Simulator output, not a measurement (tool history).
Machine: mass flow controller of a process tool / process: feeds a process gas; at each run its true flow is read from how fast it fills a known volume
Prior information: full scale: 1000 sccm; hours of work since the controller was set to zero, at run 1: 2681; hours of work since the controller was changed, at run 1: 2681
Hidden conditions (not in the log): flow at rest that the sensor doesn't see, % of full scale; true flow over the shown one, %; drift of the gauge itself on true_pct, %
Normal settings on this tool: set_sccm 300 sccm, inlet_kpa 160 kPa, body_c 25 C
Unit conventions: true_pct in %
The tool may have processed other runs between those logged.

| run | hour | set_sccm | inlet_kpa | body_c | hours of work since the controller was set to zero | hours of work since the controller was changed | true_pct |
|---|---|---|---|---|---|---|---|
| 1 | 0.0 | 300 | 160 | 25 | 2681 | 2681 | 98.72 |
| 2 | 106.2 | 300 | 160 | 31 | 2760 | 2760 | 99.32 |
| 3 | 197.6 | 300 | 160 | 31 | 2827 | 2827 | 99.32 |
| 4 | 306.0 | 300 | 160 | 25 | 2908 | 2908 | 98.45 |
| 5 | 471.8 | 300 | 160 | 26 | 3031 | 3031 | 98.69 |
| 6 | 640.1 | 300 | 160 | 26 | 3156 | 3156 | 98.75 |
| 7 | 759.5 | 300 | 160 | 26 | 3245 | 3245 | 98.66 |
| 8 | 945.8 | 300 | 200 | 25 | 3383 | 3383 | 98.64 |
| 9 | 1048.8 | 108 | 160 | 25 | 3460 | 3460 | 98.17 |
| 10 | 1182.6 | 108 | 160 | 25 | 3559 | 3559 | 98.18 |
| 11 | 1346.2 | 108 | 160 | 25 | 3681 | 3681 | 98.12 |
| 12 | 1435.9 | 108 | 160 | 25 | 3747 | 3747 | 98.23 |
| 13 | 1533.0 | 108 | 160 | 25 | 3819 | 3819 | 98.25 |
| 14 | 1728.4 | 300 | 160 | 25 | 3965 | 3965 | 98.55 |
| 15 | 1885.2 | 300 | 160 | 25 | 4081 | 4081 | 98.48 |
| 16 | 2011.3 | 300 | 247 | 25 | 4175 | 4175 | 98.80 |
| 17 | 2108.4 | 300 | 247 | 25 | 4247 | 4247 | 98.84 |
|  | 2248.3 | controller's zero set anew |
| 18 | 2287.8 | 300 | 247 | 25 | 29 | 4380 | 98.75 |
| 19 | 2428.3 | 300 | 247 | 25 | 134 | 4484 | 98.80 |
| 20 | 2604.5 | 300 | 247 | 25 | 265 | 4615 | 98.69 |
| 21 | 2717.6 | 300 | 231 | 25 | 349 | 4699 | 98.70 |
| 22 | 2811.1 | 300 | 231 | 25 | 418 | 4769 | 98.71 |
| 23 | 2972.4 | 300 | 231 | 25 | 538 | 4888 | 98.69 |
| 24 | 3146.4 | 300 | 160 | 25 | 667 | 5018 | 98.30 |
| 25 | 3280.2 | 210 | 160 | 28 | 767 | 5117 | 98.42 |
| 26 | 3435.0 | 210 | 160 | 28 | 882 | 5232 | 98.42 |
| 27 | 3556.5 | 123 | 159 | 23 | 972 | 5322 | 97.67 |
| 28 | 3730.0 | 136 | 160 | 32 | 1101 | 5451 | 98.69 |
| 29 | 3894.6 | 136 | 178 | 35 | 1223 | 5573 | 99.15 |
| 30 | 4001.9 | 619 | 203 | 25 | 1303 | 5653 | 98.79 |
| 31 | 4141.6 | 150 | 188 | 34 | 1406 | 5757 | 99.02 |
| 32 | 4283.4 | 524 | 191 | 37 | 1512 | 5862 | 99.96 |
| 33 | 4395.3 | 563 | 169 | 25 | 1595 | 5945 | 98.58 |
| 34 | 4576.9 | 300 | 160 | 22 | 1730 | 6080 | 97.78 |
| 35 | 4737.2 | 300 | 203 | 23 | 1849 | 6199 | 97.94 |
| 36 | 4842.7 | 300 | 264 | 25 | 1927 | 6278 | 98.48 |
| 37 | 4960.6 | 158 | 234 | 23 | 2015 | 6365 | 97.87 |

Predict the results of run 38:
| 38 | 5097.3 | 158 | 234 | 23 | 2116 | 6467 | ? |

true_pct: 97.88 %
On a tool with no hidden condition, and with the same random variation, this run would have come out at true_pct 98.56 %.
